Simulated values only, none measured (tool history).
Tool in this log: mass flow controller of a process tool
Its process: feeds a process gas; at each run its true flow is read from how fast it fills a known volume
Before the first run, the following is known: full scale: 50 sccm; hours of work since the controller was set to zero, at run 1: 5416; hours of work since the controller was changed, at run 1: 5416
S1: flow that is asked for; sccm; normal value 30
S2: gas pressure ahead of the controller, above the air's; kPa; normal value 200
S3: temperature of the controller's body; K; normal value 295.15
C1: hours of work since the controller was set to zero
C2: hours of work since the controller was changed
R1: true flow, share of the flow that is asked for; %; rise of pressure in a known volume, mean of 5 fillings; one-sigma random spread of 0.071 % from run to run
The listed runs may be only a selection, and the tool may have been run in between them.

Run 1, hour 0: usual settings; C1 5416; C2 5416. Result: R1 104.11 %.
Run 2, hour 322: usual settings; C1 5660; C2 5660. Result: R1 104.24 %.
Run 3, hour 545.3: usual settings; C1 5829; C2 5829. Result: R1 104.43 %.
Run 4, hour 899: usual settings but S1 21 sccm; C1 6097; C2 6097. Result: R1 105.54 %.
Run 5, hour 1345.7: usual settings but S1 21 sccm; C1 6436; C2 6436. Result: R1 105.74 %.
At hour 1417.3: controller's zero set anew.
At hour 1488.1: controller exchanged for a calibrated one.
Run 6, hour 1659.3: usual settings but S3 302.15 K; C1 130; C2 130. Result: R1 100.31 %.
Run 7, hour 2132: usual settings but S1 12 sccm; C1 488; C2 488. Result: R1 100.12 %.
Run 8, hour 2371.3: usual settings but S1 12 sccm, S2 264 kPa; C1 669; C2 669. Result: R1 100.39 %.
Run 9, hour 2796: usual settings but S1 12 sccm, S2 264 kPa; C1 991; C2 991. Result: R1 100.78 %.
Run 10, hour 3020.7: usual settings but S1 12 sccm, S2 264 kPa; C1 1161; C2 1161. Result: R1 100.99 %.
Run 11, hour 3417.7: usual settings but S1 12 sccm, S2 264 kPa; C1 1462; C2 1462. Result: R1 101.45 %.
Run 12, hour 3731.9: usual settings but S1 12 sccm, S2 264 kPa; C1 1700; C2 1700. Result: R1 101.72 %.
Run 13, hour 4128.6: usual settings but S1 8 sccm; C1 2001; C2 2001. Result: R1 102.72 %.
Run 14, hour 4634.1: usual settings but S1 8 sccm; C1 2384; C2 2384. Result: R1 103.33 %.
Run 15, hour 5178.2: usual settings but S1 13 sccm, S2 215 kPa, S3 306.15 K; C1 2797; C2 2797. Result: R1 103.62 %.
Run 16, hour 5594.8: usual settings but S1 10 sccm, S2 141 kPa, S3 301.15 K; C1 3112; C2 3112. Result: R1 104.14 %.
Run 17, hour 5859: usual settings but S1 18 sccm, S2 241 kPa, S3 305.15 K; C1 3312; C2 3312. Result: R1 103.6 %.
Run 18, hour 6225.9: usual settings but S2 186 kPa, S3 297.15 K; C1 3591; C2 3591. Result: R1 102.54 %.
Run 19, hour 6726.7: usual settings but S2 171 kPa, S3 309.15 K; C1 3970; C2 3970. Result: R1 103.88 %.
Run 20, hour 6958: usual settings but S2 171 kPa, S3 309.15 K; C1 4145; C2 4145. Result: R1 103.96 %.
Run 21, hour 7486.2: usual settings but S2 171 kPa, S3 309.15 K; C1 4546; C2 4546. Result: R1 104.05 %.
Run 22, hour 7823.8: usual settings but S2 171 kPa, S3 309.15 K; C1 4801; C2 4801. Result: R1 104.55 %.
Run 23, hour 8274.7: usual settings but S1 18 sccm, S2 233 kPa, S3 304.15 K; C1 5143; C2 5143. Result: R1 105.32 %.
Run 24, hour 8816.3: usual settings but S1 18 sccm, S2 233 kPa, S3 304.15 K; C1 5554; C2 5554. Result: R1 105.67 %.
Run 25, hour 9312: usual settings but S1 18 sccm, S2 233 kPa, S3 304.15 K; C1 5929; C2 5929. Result: R1 106.14 %.
Run 26, hour 9709.1: usual settings but S1 23 sccm, S2 243 kPa, S3 304.15 K; C1 6230; C2 6230. Result: R1 105.82 %.

Consider 3 possible next runs. They are alternatives, not a sequence: every one starts from the tool as it was left by run 26. What does each give?
At hour 10055.8: controller's zero set anew.
At hour 10148.9: controller exchanged for a calibrated one.
Run A, hour 10253.8: usual settings but S2 269 kPa; C1 79; C2 79. Result: R1 ?.
At hour 10055.8: controller's zero set anew.
At hour 10148.9: controller exchanged for a calibrated one.
Run B, hour 10253.8: usual settings but S1 23 sccm, S2 243 kPa, S3 306.15 K; C1 79; C2 79. Result: R1 ?.
At hour 10055.8: controller's zero set anew.
At hour 10148.9: controller exchanged for a calibrated one.
Run C, hour 10253.8: usual settings but S3 303.15 K; C1 79; C2 79. Result: R1 ?.

run      R1
  A   99.72
  B  100.65
  C  100.36
Without the tool's unlogged condition, the same runs would have read:
run      R1
  A   99.62
  B  100.54
  C  100.26
